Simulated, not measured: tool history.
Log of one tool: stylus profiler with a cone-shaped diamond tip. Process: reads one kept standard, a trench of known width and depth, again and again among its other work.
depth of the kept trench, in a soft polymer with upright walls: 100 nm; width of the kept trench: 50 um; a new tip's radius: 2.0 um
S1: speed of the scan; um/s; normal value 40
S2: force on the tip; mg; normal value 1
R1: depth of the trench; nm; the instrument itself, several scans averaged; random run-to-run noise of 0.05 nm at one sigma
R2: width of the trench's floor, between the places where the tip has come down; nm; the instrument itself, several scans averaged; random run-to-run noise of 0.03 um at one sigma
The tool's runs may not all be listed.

run   hour   S1    S2      R1     R2
  1      0   40     1  100.52  48320
  2   24.3   40  0.44  100.51  48210
  3   47.4   40     1  100.52  48350
  4   76.3   48     1   100.6  48250
  5  104.3   48     1   100.6  48250
  6  125.5   48     1  100.61  48260
  7  143.7   48     1  100.73  48180
  8  167.6   40     1  100.66  48300
  9  181.1   40     1  100.61  48290
 10  203.2   40     1  100.71  48290
 11  222.9   40     1  100.71  48280
 12  238.9   40     1  100.69  48230
 13  265.1   40     1  100.67  48280
 14  277.8   40     1  100.61  48260
 15  306.9   40     1  100.66  48260
 16  335.5   40     1   100.7  48280
 17  347.9   17     1  100.63  48400
 18  368.3   17     1  100.64  48330
 19  385.7   17     1  100.62  48400
 20  404.6   17     1  100.64  48330
 21  426.8   40     1  100.73  48270
 22  454.7   40     1  100.64  48200
 23  472.2   40     1  100.71  48160
 24  491.2   46     1  100.76  48230
 25  507.7  116  2.29  101.03  47980
 26  527.8   12  1.82  100.81  48410
     530.4  -- height scale calibrated on a step standard
 27  543.5   12     1  100.88  48370
 28  566.6   12     1  100.99  48360
 29  579.6   26     1  100.87  48350
     587.3  -- height scale calibrated on a step standard, once more
 30    604   18  0.66  100.21  48230
 31  622.9   23  1.97  100.53  48300
 32  649.8  146  0.45  100.21  47240
 33  662.7   76  0.41  100.19  47760
 34  686.4   16  1.07  100.34  48260
 35  710.8   87  1.42  100.39  48020
 36  730.2   87  0.44  100.25  47660
 37  747.1   17     1   100.4  48300
 38  772.4   11  0.54  100.21  48310
 39  790.3  158  0.61  100.31  47230
 40  814.9   12  1.81  100.47  48290
 41    829   12  1.81  100.47  48300
 42  856.1  134  0.87  100.37  47620
 43  873.4  134  0.87  100.42  47560
 44  886.2  134  0.87  100.38  47590
 45  903.7   30  0.47  100.27  48110
 46  919.4  157  2.13  100.65  47780

The logged runs with the hidden state left out (each run's random variation unchanged):
Unlogged tool condition in this case: radius of the tip, um; height scale over the true one, %; drift of the gauge itself on depth_nm, %; drift of the gauge itself on floor_um, %.
run      R1     R2
  1  100.22  48540
  2   100.2  48430
  3  100.21  48580
  4  100.29  48490
  5  100.27  48480
  6  100.28  48500
  7   100.4  48430
  8  100.32  48550
  9  100.26  48540
 10  100.36  48550
 11  100.35  48540
 12  100.33  48500
 13  100.31  48550
 14  100.24  48530
 15  100.28  48530
 16  100.32  48560
 17  100.25  48690
 18  100.25  48620
 19  100.22  48690
 20  100.23  48630
 21  100.32  48570
 22  100.23  48510
 23  100.29  48470
 24  100.34  48540
 25   100.6  48300
 26  100.38  48720
 27  100.23  48700
 28  100.33  48690
 29  100.21  48680
 30   100.2  48560
 31  100.52  48640
 32  100.19  47580
 33  100.16  48100
 34  100.31  48610
 35  100.35  48380
 36  100.21  48020
 37  100.35  48660
 38  100.16  48670
 39  100.25  47600
 40  100.41  48660
 41  100.41  48670
 42   100.3  48000
 43  100.34  47940
 44   100.3  47970
 45  100.18  48490
 46  100.56  48170
